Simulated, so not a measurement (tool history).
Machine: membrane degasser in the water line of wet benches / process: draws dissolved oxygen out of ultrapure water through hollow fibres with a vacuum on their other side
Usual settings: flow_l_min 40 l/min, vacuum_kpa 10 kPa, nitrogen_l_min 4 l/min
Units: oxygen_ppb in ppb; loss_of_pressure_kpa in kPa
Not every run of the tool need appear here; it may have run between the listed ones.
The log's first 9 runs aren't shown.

| run | hour | flow_l_min | vacuum_kpa | nitrogen_l_min | hours since the membrane was changed | hours since the vacuum gauge was calibrated | hours since the vacuum lines were made tight | oxygen_ppb | loss_of_pressure_kpa |
|---|---|---|---|---|---|---|---|---|---|
| 10 | 1050.2 | 40 | 12.3 | 4 | 1212 | 1952 | 5571 | 232 | 49.31 |
| 11 | 1152.7 | 40 | 12.3 | 4 | 1315 | 2054 | 5674 | 233.8 | 49.15 |
| 12 | 1312.4 | 40 | 12.3 | 4 | 1474 | 2214 | 5833 | 229.8 | 49.27 |
|  | 1326.8 | vacuum gauge calibrated |
| 13 | 1490.1 | 34 | 10 | 4 | 1651 | 163 | 6011 | 151 | 42.08 |
| 14 | 1683.4 | 40 | 10 | 4 | 1845 | 357 | 6204 | 179.7 | 49.39 |
| 15 | 1787.8 | 26 | 10 | 4 | 1949 | 461 | 6308 | 112.1 | 31.86 |
|  | 1847.2 | vacuum gauge calibrated, once more |
| 16 | 1976.6 | 26 | 10 | 4 | 2137 | 129 | 6497 | 109.1 | 32.17 |
| 17 | 2111.1 | 26 | 10 | 4 | 2272 | 264 | 6631 | 109.9 | 32.34 |
| 18 | 2261.3 | 26 | 10 | 4 | 2422 | 414 | 6781 | 110.3 | 32.06 |
| 19 | 2339.6 | 40 | 8.3 | 8.31 | 2500 | 492 | 6860 | 80.4 | 49.88 |

Run 20, settings as shown, results not yet in. Your forecast:
| 20 | 2492.6 | 36 | 10.8 | 4 | 2653 | 645 | 7013 | ? | ? |

{"run 20": {"oxygen_ppb": 174.1, "loss_of_pressure_kpa": 44.84}}
Without the tool's hidden state the same run would have given oxygen_ppb 171 ppb, loss_of_pressure_kpa 43.92 kPa.
